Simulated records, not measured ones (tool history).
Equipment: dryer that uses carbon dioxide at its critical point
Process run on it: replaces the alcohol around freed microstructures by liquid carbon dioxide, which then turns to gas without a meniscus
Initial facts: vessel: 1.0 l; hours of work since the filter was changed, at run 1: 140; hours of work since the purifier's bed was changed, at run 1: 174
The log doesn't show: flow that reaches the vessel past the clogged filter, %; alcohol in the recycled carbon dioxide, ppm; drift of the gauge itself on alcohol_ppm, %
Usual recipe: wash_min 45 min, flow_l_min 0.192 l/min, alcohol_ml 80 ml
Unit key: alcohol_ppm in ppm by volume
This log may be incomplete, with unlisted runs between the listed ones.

run   hour  wash_min  flow_l_min  alcohol_ml  hours of work since the filter was changed  hours of work since the purifier's bed was changed  alcohol_ppm
  1      0        45       0.192          80                                         140                                                 174           57
  2   15.7        45       0.156          80                                         149                                                 182          208
  3   29.9        45       0.156          80                                         156                                                 190          216
  4   39.9        45       0.156          80                                         161                                                 195          223
  5   50.3        45       0.156          80                                         167                                                 200          225
  6   65.6        45       0.156          80                                         175                                                 208          237
  7     79        45       0.156          80                                         182                                                 215          233
  8   94.7        57       0.192          80                                         190                                                 223           38
  9  103.2        29       0.192          80                                         194                                                 228          753
 10  114.4        29       0.192          80                                         200                                                 234          720
 11  125.5        29       0.192          84                                         206                                                 239          764
 12  138.6        29       0.192          84                                         213                                                 246          797
 13  145.3        29       0.192          84                                         216                                                 250          808
 14  158.4        29       0.192          84                                         223                                                 257          803
 15  168.3        45       0.192          80                                         228                                                 262           92
 16  182.4        45       0.192          80                                         236                                                 269           88
 17  195.4        35       0.192          80                                         243                                                 276          326
 18  206.8        35       0.192          80                                         248                                                 282          321
 19    216        34       0.192          80                                         253                                                 287          388
 20  230.5        34       0.192          80                                         261                                                 294          388
 21  240.6        34       0.192          80                                         266                                                 300          382
 22  255.4        45       0.192          80                                         274                                                 307           95
 23  264.2        45       0.141          80                                         278                                                 312          439
 24    271        45       0.141          80                                         282                                                 315          436
 25  281.1        45       0.155          80                                         287                                                 321          276
 26  295.2        59       0.168          22                                         295                                                 328           44
 27    307        37       0.192          80                                         301                                                 334          265
 28  322.7        33       0.193          34                                         309                                                 342          225
 29  330.1        45       0.192          64                                         313                                                 346           95
 30  344.4        45       0.192          64                                         320                                                 354           93
 31  357.4        50       0.269          55                                         327                                                 361           43
 32  366.3        50       0.258          52                                         332                                                 365           39
 33  376.2        49       0.258          55                                         337                                                 370           43
 34  390.3        45       0.137         119                                         344                                                 378          765
 35  405.7        45       0.137         119                                         352                                                 386          801
 36  414.3        45       0.137         119                                         357                                                 390          799
 37  428.9        45       0.193          33                                         364                                                 398           79
 38    445        44       0.267          80                                         373                                                 406           45
 39  456.1        67       0.319          91                                         379                                                 412           35
 40  463.4        33       0.275          46                                         382                                                 416           77
 41  474.6        37       0.138          46                                         388                                                 422          785
 42  481.4        63       0.217          80                                         392                                                 425           56
 43  490.1        63       0.217          80                                         396                                                 430           53
 44  499.6        63       0.217          80                                         401                                                 435           60
 45  513.3        45       0.129          35                                         409                                                 442          366
 46  522.7        45       0.129          35                                         413                                                 447          386
 47  537.7        45       0.129          35                                         421                                                 455          370

Same runs, no hidden state in the tool, same run-to-run variation:
run  alcohol_ppm
  1           27
  2          148
  3          153
  4          156
  5          155
  6          162
  7          158
  8           11
  9          567
 10          536
 11          566
 12          584
 13          592
 14          580
 15           44
 16           39
 17          206
 18          197
 19          249
 20          244
 21          235
 22           37
 23          270
 24          270
 25          157
 26            6
 27          142
 28          126
 29           36
 30           32
 31            3
 32            0
 33            3
 34          449
 35          467
 36          459
 37           23
 38            0
 39            0
 40           17
 41          474
 42           10
 43            8
 44           13
 45          190
 46          201
 47          188
